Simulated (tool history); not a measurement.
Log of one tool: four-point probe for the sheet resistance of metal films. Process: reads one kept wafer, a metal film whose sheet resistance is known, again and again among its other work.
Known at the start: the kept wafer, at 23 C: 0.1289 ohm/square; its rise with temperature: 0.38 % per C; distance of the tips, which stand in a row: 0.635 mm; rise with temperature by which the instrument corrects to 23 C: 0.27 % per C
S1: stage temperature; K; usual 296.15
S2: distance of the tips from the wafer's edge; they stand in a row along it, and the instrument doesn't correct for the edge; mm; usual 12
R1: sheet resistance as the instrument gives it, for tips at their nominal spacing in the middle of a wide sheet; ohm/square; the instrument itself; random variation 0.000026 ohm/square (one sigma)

| run | day | S1 | S2 | R1 |
|---|---|---|---|---|
| 1 | 0 | 296.15 | 12 | 0.129591 |
| 2 | 0.375 | 296.15 | 12 | 0.129565 |
| 3 | 1.029 | 296.15 | 15 | 0.129464 |
| 4 | 1.617 | 296.15 | 12 | 0.129523 |
| 5 | 2.475 | 296.15 | 6 | 0.130188 |
| 6 | 3.208 | 299.15 | 12 | 0.130023 |
| 7 | 4.1 | 299.15 | 12 | 0.130032 |
| 8 | 4.788 | 299.15 | 12 | 0.130041 |
| 9 | 5.475 | 299.15 | 12 | 0.129996 |
| 10 | 6.267 | 296.15 | 12 | 0.129613 |
| 11 | 6.667 | 296.15 | 18 | 0.129504 |
| 12 | 7.238 | 296.15 | 18 | 0.129522 |
| 13 | 8.083 | 296.15 | 18 | 0.129507 |
| 14 | 8.533 | 296.15 | 12 | 0.129666 |
| 15 | 9.35 | 296.15 | 12 | 0.129599 |
| 16 | 9.862 | 296.15 | 27 | 0.129462 |
| 17 | 10.508 | 296.15 | 27 | 0.129458 |
| 18 | 11.162 | 296.15 | 12 | 0.129683 |
| 19 | 11.975 | 296.15 | 12 | 0.129679 |
| 20 | 12.571 | 296.15 | 12 | 0.129696 |
| 21 | 13.125 | 293.15 | 12 | 0.129225 |
| 22 | 13.996 | 293.15 | 12 | 0.129248 |
| 23 | 14.725 | 293.15 | 12 | 0.129228 |
| 24 | 15.325 | 292.15 | 9 | 0.129247 |
| 25 | 15.746 | 300.15 | 13 | 0.130239 |
| 26 | 16.154 | 301.15 | 5 | 0.131356 |
| 27 | 16.933 | 301.15 | 4 | 0.13195 |
| 28 | 17.508 | 301.15 | 4 | 0.131978 |
| 29 | 18.167 | 306.15 | 69 | 0.130945 |
| 30 | 18.888 | 291.15 | 3 | 0.131788 |
| 31 | 19.742 | 291.15 | 3 | 0.131799 |
| 32 | 20.233 | 292.15 | 52 | 0.128938 |
| 33 | 21.054 | 299.15 | 48 | 0.129994 |
| 34 | 21.692 | 296.15 | 18 | 0.129607 |
| 35 | 22.188 | 296.15 | 18 | 0.129581 |
| 36 | 22.612 | 296.15 | 18 | 0.129577 |
| 37 | 23.229 | 296.15 | 9 | 0.129902 |
| 38 | 24.096 | 302.15 | 35 | 0.130371 |
| 39 | 24.712 | 302.15 | 35 | 0.130397 |

3 ways to go on from here, each from the tool as it stands after run 39. What would each give?
| A | 25.1 | 295.15 | 12 | ? |
| B | 25.1 | 302.15 | 35 | ? |
| C | 25.1 | 293.15 | 35 | ? |

| run | R1 |
|---|---|
| A | 0.129507 |
| B | 0.130446 |
| C | 0.129117 |
Without the tool's hidden state the same runs would have given:
| run | R1 |
|---|---|
| A | 0.128854 |
| B | 0.129788 |
| C | 0.128465 |
